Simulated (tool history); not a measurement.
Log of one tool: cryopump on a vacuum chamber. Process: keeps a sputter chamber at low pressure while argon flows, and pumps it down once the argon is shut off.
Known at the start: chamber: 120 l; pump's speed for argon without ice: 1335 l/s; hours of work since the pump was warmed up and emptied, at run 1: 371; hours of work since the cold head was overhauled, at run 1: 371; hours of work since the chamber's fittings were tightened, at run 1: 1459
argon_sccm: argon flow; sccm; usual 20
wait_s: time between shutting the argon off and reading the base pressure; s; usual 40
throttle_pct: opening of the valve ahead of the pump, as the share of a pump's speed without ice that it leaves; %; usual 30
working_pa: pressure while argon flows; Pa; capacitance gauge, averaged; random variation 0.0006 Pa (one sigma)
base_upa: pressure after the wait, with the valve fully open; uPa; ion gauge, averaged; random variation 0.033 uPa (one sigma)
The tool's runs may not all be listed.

run	hour	argon_sccm	wait_s	throttle_pct	hours of work since the pump was warmed up and emptied	hours of work since the cold head was overhauled	hours of work since the chamber's fittings were tightened	working_pa	base_upa
1	0	20	40	30	371	371	1459	0.0899	2.19
2	19.6	20	51	30	382	382	1470	0.0915	1.92
3	34.5	20	51	30	390	390	1479	0.0906	1.94
4	48.4	20	51	30	398	398	1487	0.0916	1.95
5	58.8	20	40	47	404	404	1493	0.0612	2.28
6	68.6	20	40	30	410	410	1499	0.0912	2.31
7	88.8	20	37	30	422	422	1510	0.0908	2.47
8	100.6	20	37	16	429	429	1517	0.1646	2.49
9	120	20	37	16	440	440	1528	0.1659	2.41
10	140.3	20	37	16	451	451	1540	0.1659	2.49
11	151.8	22	40	30	458	458	1547	0.101	2.32
12	169.4	22	40	30	468	468	1557	0.1017	2.38
13	181.4	22	40	30	475	475	1564	0.1018	2.37
14	195.5	18	30	16	483	483	1572	0.1493	2.88
15	205.6	18	59	16	489	489	1577	0.1499	1.87
16	216.3	31	124	18	495	495	1584	0.2312	1.31
17	232.2	31	161	39	504	504	1593	0.1154	1.2
18	244	12	40	15	511	511	1600	0.1064	2.33
19	256.7	12	40	15	518	518	1607	0.1066	2.37
20	267.6	25	89	50	525	525	1613	0.0748	1.55
21	280.5	31	89	57	532	532	1621	0.0838	1.56
22	300.4	8	168	26	544	544	1632	0.0438	1.21
23	314.1	12	168	26	551	551	1640	0.0641	1.24
24	323.8	37	80	22	557	557	1646	0.2334	1.61
25	341.7	23	62	46	567	567	1656	0.0748	1.93

Forecast each of these 5 alternatives for the next run:
A	361.5	38	222	57	579	579	1667	?	?
B	361.5	27	33	46	579	579	1667	?	?
C	361.5	26	232	59	579	579	1667	?	?
D	361.5	34	120	46	579	579	1667	?	?
E	361.5	17	176	39	579	579	1667	?	?

run	working_pa	base_upa
A	0.1059	1.2
B	0.0885	2.72
C	0.0697	1.18
D	0.1123	1.43
E	0.0644	1.27
Without the tool's hidden state the same runs would have given:
run	working_pa	base_upa
A	0.0852	0.5
B	0.0738	2.02
C	0.0556	0.48
D	0.0938	0.74
E	0.0552	0.55
